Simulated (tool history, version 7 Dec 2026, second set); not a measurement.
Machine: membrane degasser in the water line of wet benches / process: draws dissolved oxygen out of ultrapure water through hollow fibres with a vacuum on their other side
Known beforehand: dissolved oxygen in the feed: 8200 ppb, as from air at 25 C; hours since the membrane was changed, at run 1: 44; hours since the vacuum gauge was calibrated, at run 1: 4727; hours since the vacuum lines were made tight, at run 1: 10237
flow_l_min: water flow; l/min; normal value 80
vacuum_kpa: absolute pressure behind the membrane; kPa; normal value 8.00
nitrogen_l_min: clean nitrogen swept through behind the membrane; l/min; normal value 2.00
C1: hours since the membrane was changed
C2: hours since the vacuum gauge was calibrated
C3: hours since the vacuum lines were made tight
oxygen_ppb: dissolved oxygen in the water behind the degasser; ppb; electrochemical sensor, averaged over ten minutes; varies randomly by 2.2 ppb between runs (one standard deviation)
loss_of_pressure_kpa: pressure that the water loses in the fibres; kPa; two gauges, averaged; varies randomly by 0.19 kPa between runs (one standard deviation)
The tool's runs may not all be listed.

run 1 hour=0.0 | flow_l_min=80 vacuum_kpa=8.00 nitrogen_l_min=2.00 | C1=44 C2=4727 C3=10237 | oxygen_ppb=388.7 loss_of_pressure_kpa=40.76
run 2 hour=52.0 | flow_l_min=80 vacuum_kpa=8.00 nitrogen_l_min=1.59 | C1=96 C2=4779 C3=10289 | oxygen_ppb=463.0 loss_of_pressure_kpa=40.58
run 3 hour=96.3 | flow_l_min=62 vacuum_kpa=8.00 nitrogen_l_min=1.59 | C1=140 C2=4824 C3=10334 | oxygen_ppb=377.2 loss_of_pressure_kpa=31.75
-- hour=99.8 vacuum gauge calibrated
run 4 hour=160.0 | flow_l_min=80 vacuum_kpa=8.00 nitrogen_l_min=2.00 | C1=203 C2=60 C3=10397 | oxygen_ppb=395.9 loss_of_pressure_kpa=41.23
run 5 hour=207.1 | flow_l_min=80 vacuum_kpa=8.00 nitrogen_l_min=2.00 | C1=250 C2=107 C3=10444 | oxygen_ppb=394.4 loss_of_pressure_kpa=41.03
run 6 hour=273.9 | flow_l_min=80 vacuum_kpa=8.00 nitrogen_l_min=1.60 | C1=317 C2=174 C3=10511 | oxygen_ppb=467.5 loss_of_pressure_kpa=41.01
run 7 hour=341.6 | flow_l_min=80 vacuum_kpa=18.49 nitrogen_l_min=5.34 | C1=385 C2=242 C3=10578 | oxygen_ppb=516.3 loss_of_pressure_kpa=40.95
run 8 hour=371.4 | flow_l_min=80 vacuum_kpa=8.00 nitrogen_l_min=5.13 | C1=415 C2=272 C3=10608 | oxygen_ppb=186.8 loss_of_pressure_kpa=40.80
-- hour=406.3 vacuum gauge calibrated, once more
run 9 hour=416.9 | flow_l_min=80 vacuum_kpa=8.00 nitrogen_l_min=5.13 | C1=460 C2=11 C3=10653 | oxygen_ppb=181.9 loss_of_pressure_kpa=40.77
run 10 hour=449.0 | flow_l_min=80 vacuum_kpa=8.00 nitrogen_l_min=5.13 | C1=492 C2=43 C3=10685 | oxygen_ppb=182.6 loss_of_pressure_kpa=40.78
run 11 hour=492.2 | flow_l_min=52 vacuum_kpa=11.94 nitrogen_l_min=0.84 | C1=535 C2=86 C3=10729 | oxygen_ppb=901.7 loss_of_pressure_kpa=26.31

Some steps in oxygen_ppb, run to run, broken into two amounts with sign: the step expected even without the hidden condition (settings, incoming material, random variation), and the rest, left for the hidden condition together with whatever gauge scatter is not in both the measured and the hidden-condition-free result:
Hidden state at play: membrane still open, %; true pressure behind the membrane over the reading, kPa; air that leaks in behind the membrane, l/min; drift of the gauge itself on oxygen_ppb, %; drift of the gauge itself on loss_of_pressure_kpa, %.
Run 6 -> 7: vacuum_kpa 8.00 -> 18.49, nitrogen_l_min 1.60 -> 5.34. oxygen_ppb +48.8 ppb: hidden state -7.4, all else +56.2.
Run 10 -> 11: flow_l_min 80 -> 52, vacuum_kpa 8.00 -> 11.94, nitrogen_l_min 5.13 -> 0.84. oxygen_ppb +719.1 ppb: hidden state -2.6, all else +721.7.
